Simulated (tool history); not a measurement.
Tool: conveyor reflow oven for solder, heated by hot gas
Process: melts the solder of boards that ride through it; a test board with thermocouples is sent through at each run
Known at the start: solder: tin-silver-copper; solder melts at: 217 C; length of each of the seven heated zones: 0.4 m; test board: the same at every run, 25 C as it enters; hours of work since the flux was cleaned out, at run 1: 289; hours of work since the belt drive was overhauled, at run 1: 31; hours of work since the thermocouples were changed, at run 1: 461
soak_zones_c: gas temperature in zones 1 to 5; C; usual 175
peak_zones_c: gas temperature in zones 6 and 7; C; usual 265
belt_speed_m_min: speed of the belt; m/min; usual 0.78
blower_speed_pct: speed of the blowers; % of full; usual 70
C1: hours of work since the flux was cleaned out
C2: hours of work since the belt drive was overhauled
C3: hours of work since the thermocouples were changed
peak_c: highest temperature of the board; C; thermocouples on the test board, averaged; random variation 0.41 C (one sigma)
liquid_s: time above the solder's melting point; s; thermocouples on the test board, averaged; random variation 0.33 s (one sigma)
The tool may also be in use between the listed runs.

run 1 hour=0 | soak_zones_c=175 peak_zones_c=265 belt_speed_m_min=0.78 blower_speed_pct=70 | C1=289 C2=31 C3=461 | peak_c=248.2 liquid_s=44.4
run 2 hour=16.9 | soak_zones_c=175 peak_zones_c=265 belt_speed_m_min=0.78 blower_speed_pct=85 | C1=300 C2=41 C3=471 | peak_c=252.1 liquid_s=46.4
run 3 hour=28.2 | soak_zones_c=175 peak_zones_c=265 belt_speed_m_min=0.78 blower_speed_pct=70 | C1=306 C2=48 C3=478 | peak_c=248.9 liquid_s=44.4
-- hour=55.2 flux residue cleaned out of gas plates and filters
run 4 hour=55.3 | soak_zones_c=175 peak_zones_c=265 belt_speed_m_min=0.78 blower_speed_pct=70 | C1=0 C2=61 C3=491 | peak_c=249.2 liquid_s=44.3
run 5 hour=68.7 | soak_zones_c=175 peak_zones_c=265 belt_speed_m_min=0.78 blower_speed_pct=70 | C1=8 C2=69 C3=499 | peak_c=249.7 liquid_s=43.8
run 6 hour=90.9 | soak_zones_c=175 peak_zones_c=265 belt_speed_m_min=0.78 blower_speed_pct=70 | C1=21 C2=82 C3=512 | peak_c=248.2 liquid_s=44.9
run 7 hour=110.9 | soak_zones_c=175 peak_zones_c=265 belt_speed_m_min=0.78 blower_speed_pct=70 | C1=33 C2=94 C3=524 | peak_c=249 liquid_s=43.7
run 8 hour=132.7 | soak_zones_c=175 peak_zones_c=265 belt_speed_m_min=0.701 blower_speed_pct=65 | C1=47 C2=107 C3=538 | peak_c=251.3 liquid_s=51.2
run 9 hour=155.1 | soak_zones_c=175 peak_zones_c=265 belt_speed_m_min=0.701 blower_speed_pct=65 | C1=60 C2=121 C3=551 | peak_c=251 liquid_s=51.2
run 10 hour=172.3 | soak_zones_c=175 peak_zones_c=262 belt_speed_m_min=0.78 blower_speed_pct=70 | C1=70 C2=131 C3=561 | peak_c=246.9 liquid_s=42.5
-- hour=186.3 thermocouples of zones 6 and 7 changed
run 11 hour=187.7 | soak_zones_c=187 peak_zones_c=255 belt_speed_m_min=0.934 blower_speed_pct=83 | C1=78 C2=139 C3=1 | peak_c=240 liquid_s=34.9

Run 12 comes next. What will it give?
run 12 hour=205.2 | soak_zones_c=175 peak_zones_c=265 belt_speed_m_min=0.828 blower_speed_pct=54 | C1=89 C2=150 C3=11 | peak_c=? liquid_s=?

peak_c: 242.9 C
liquid_s: 35.5 s
Without the tool's hidden state the same run would have given peak_c 243 C, liquid_s 35.6 s.
